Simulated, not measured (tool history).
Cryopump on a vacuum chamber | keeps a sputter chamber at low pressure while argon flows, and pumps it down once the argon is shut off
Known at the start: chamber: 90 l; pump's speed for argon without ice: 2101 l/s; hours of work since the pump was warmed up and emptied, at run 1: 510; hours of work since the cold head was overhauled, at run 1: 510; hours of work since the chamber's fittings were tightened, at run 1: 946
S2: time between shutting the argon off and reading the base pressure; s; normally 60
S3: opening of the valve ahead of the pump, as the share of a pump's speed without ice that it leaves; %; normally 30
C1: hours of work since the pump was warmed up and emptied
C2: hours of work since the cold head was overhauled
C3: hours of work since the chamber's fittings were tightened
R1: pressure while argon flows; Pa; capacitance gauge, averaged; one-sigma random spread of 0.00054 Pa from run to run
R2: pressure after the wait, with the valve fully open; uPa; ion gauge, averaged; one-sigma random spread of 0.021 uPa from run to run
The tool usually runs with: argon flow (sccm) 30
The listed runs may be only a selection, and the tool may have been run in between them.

{"run": 1, "day": 0.0, "argon flow (sccm)": 30, "S2": 60, "S3": 30, "C1": 510, "C2": 510, "C3": 946, "R1": 0.089, "R2": 2.22}
{"run": 2, "day": 0.704, "argon flow (sccm)": 20, "S2": 60, "S3": 30, "C1": 522, "C2": 522, "C3": 958, "R1": 0.0594, "R2": 2.27}
{"run": 3, "day": 1.65, "argon flow (sccm)": 20, "S2": 60, "S3": 30, "C1": 537, "C2": 537, "C3": 973, "R1": 0.0601, "R2": 2.26}
{"day": 3.038, "done": "pump warmed up, emptied and cooled again"}
{"run": 4, "day": 3.083, "argon flow (sccm)": 20, "S2": 56, "S3": 30, "C1": 1, "C2": 557, "C3": 993, "R1": 0.0538, "R2": 1.88}
{"run": 5, "day": 3.908, "argon flow (sccm)": 20, "S2": 56, "S3": 30, "C1": 14, "C2": 571, "C3": 1007, "R1": 0.0532, "R2": 1.85}
{"run": 6, "day": 5.108, "argon flow (sccm)": 30, "S2": 60, "S3": 30, "C1": 34, "C2": 591, "C3": 1027, "R1": 0.0818, "R2": 1.87}
{"run": 7, "day": 5.933, "argon flow (sccm)": 30, "S2": 60, "S3": 30, "C1": 48, "C2": 604, "C3": 1040, "R1": 0.0806, "R2": 1.96}
{"run": 8, "day": 7.046, "argon flow (sccm)": 30, "S2": 60, "S3": 30, "C1": 66, "C2": 623, "C3": 1059, "R1": 0.0822, "R2": 2}
{"run": 9, "day": 7.817, "argon flow (sccm)": 30, "S2": 60, "S3": 30, "C1": 79, "C2": 635, "C3": 1071, "R1": 0.0815, "R2": 1.97}
{"run": 10, "day": 8.538, "argon flow (sccm)": 30, "S2": 73, "S3": 30, "C1": 91, "C2": 647, "C3": 1083, "R1": 0.0824, "R2": 1.95}
{"run": 11, "day": 9.908, "argon flow (sccm)": 30, "S2": 73, "S3": 30, "C1": 113, "C2": 670, "C3": 1106, "R1": 0.0829, "R2": 1.99}
{"run": 12, "day": 11.333, "argon flow (sccm)": 30, "S2": 73, "S3": 30, "C1": 136, "C2": 693, "C3": 1129, "R1": 0.0821, "R2": 2.01}
{"run": 13, "day": 12.246, "argon flow (sccm)": 30, "S2": 73, "S3": 30, "C1": 152, "C2": 708, "C3": 1144, "R1": 0.0818, "R2": 2.11}
{"day": 13.262, "done": "leaking fittings of the chamber tightened, without venting"}
{"run": 14, "day": 13.425, "argon flow (sccm)": 30, "S2": 73, "S3": 30, "C1": 170, "C2": 726, "C3": 3, "R1": 0.0822, "R2": 0.52}
{"run": 15, "day": 14.525, "argon flow (sccm)": 30, "S2": 73, "S3": 30, "C1": 188, "C2": 744, "C3": 21, "R1": 0.0837, "R2": 0.56}
{"run": 16, "day": 15.225, "argon flow (sccm)": 30, "S2": 73, "S3": 30, "C1": 199, "C2": 756, "C3": 32, "R1": 0.0839, "R2": 0.51}
{"run": 17, "day": 16.4, "argon flow (sccm)": 30, "S2": 60, "S3": 17, "C1": 218, "C2": 775, "C3": 52, "R1": 0.1458, "R2": 0.65}
{"run": 18, "day": 17.8, "argon flow (sccm)": 29, "S2": 60, "S3": 21, "C1": 242, "C2": 798, "C3": 75, "R1": 0.1142, "R2": 0.68}
{"run": 19, "day": 19.338, "argon flow (sccm)": 29, "S2": 60, "S3": 21, "C1": 267, "C2": 823, "C3": 100, "R1": 0.116, "R2": 0.72}
{"run": 20, "day": 20.404, "argon flow (sccm)": 29, "S2": 60, "S3": 21, "C1": 284, "C2": 841, "C3": 117, "R1": 0.1161, "R2": 0.75}
{"run": 21, "day": 21.246, "argon flow (sccm)": 29, "S2": 60, "S3": 21, "C1": 298, "C2": 855, "C3": 131, "R1": 0.1161, "R2": 0.8}
{"run": 22, "day": 21.912, "argon flow (sccm)": 31, "S2": 60, "S3": 30, "C1": 309, "C2": 866, "C3": 142, "R1": 0.0872, "R2": 0.79}
{"run": 23, "day": 22.8, "argon flow (sccm)": 31, "S2": 60, "S3": 30, "C1": 324, "C2": 880, "C3": 157, "R1": 0.088, "R2": 0.84}
{"run": 24, "day": 24.179, "argon flow (sccm)": 31, "S2": 60, "S3": 30, "C1": 346, "C2": 903, "C3": 180, "R1": 0.089, "R2": 0.81}
{"run": 25, "day": 25.175, "argon flow (sccm)": 54, "S2": 259, "S3": 21, "C1": 363, "C2": 919, "C3": 196, "R1": 0.2175, "R2": 0.58}
{"run": 26, "day": 26.604, "argon flow (sccm)": 15, "S2": 60, "S3": 32, "C1": 386, "C2": 943, "C3": 219, "R1": 0.0414, "R2": 0.95}
{"run": 27, "day": 27.679, "argon flow (sccm)": 16, "S2": 140, "S3": 26, "C1": 404, "C2": 961, "C3": 237, "R1": 0.0528, "R2": 0.73}
{"run": 28, "day": 28.408, "argon flow (sccm)": 16, "S2": 140, "S3": 26, "C1": 416, "C2": 973, "C3": 249, "R1": 0.0526, "R2": 0.74}
{"run": 29, "day": 29.425, "argon flow (sccm)": 34, "S2": 60, "S3": 15, "C1": 433, "C2": 989, "C3": 266, "R1": 0.1905, "R2": 1.02}
{"run": 30, "day": 30.179, "argon flow (sccm)": 34, "S2": 60, "S3": 15, "C1": 445, "C2": 1002, "C3": 278, "R1": 0.1889, "R2": 1.06}
{"run": 31, "day": 31.425, "argon flow (sccm)": 14, "S2": 248, "S3": 18, "C1": 466, "C2": 1022, "C3": 299, "R1": 0.0654, "R2": 0.8}
{"run": 32, "day": 32.867, "argon flow (sccm)": 15, "S2": 60, "S3": 30, "C1": 489, "C2": 1046, "C3": 323, "R1": 0.0437, "R2": 1.15}
{"run": 33, "day": 33.733, "argon flow (sccm)": 15, "S2": 60, "S3": 30, "C1": 504, "C2": 1060, "C3": 337, "R1": 0.0453, "R2": 1.23}

Hidden state or all else? Some run-to-run changes of R1, split into what the settings, what came in and random variation would give without the hidden state, and what is left for the hidden state (with any gauge scatter that isn't in both results):
What the log doesn't record here: pump's speed, % of a pump's without ice; cold plate's temperature, K; leak into the chamber, uPa l/s; drift of the gauge itself on working_pa, %; drift of the gauge itself on base_upa, %.
Run 3 -> 4: S2 60 -> 56, pump warmed up, emptied and cooled again. R1 -0.0063 Pa: hidden state -0.006, all else -0.0003.
Run 24 -> 25: argon flow (sccm) 31 -> 54, S2 60 -> 259, S3 30 -> 21. R1 +0.1285 Pa: hidden state +0.0045, all else +0.124.
Run 25 -> 26: argon flow (sccm) 54 -> 15, S2 259 -> 60, S3 21 -> 32. R1 -0.1761 Pa: hidden state -0.0068, all else -0.1693.
Run 28 -> 29: argon flow (sccm) 16 -> 34, S2 140 -> 60, S3 26 -> 15. R1 +0.1379 Pa: hidden state +0.0042, all else +0.1337.
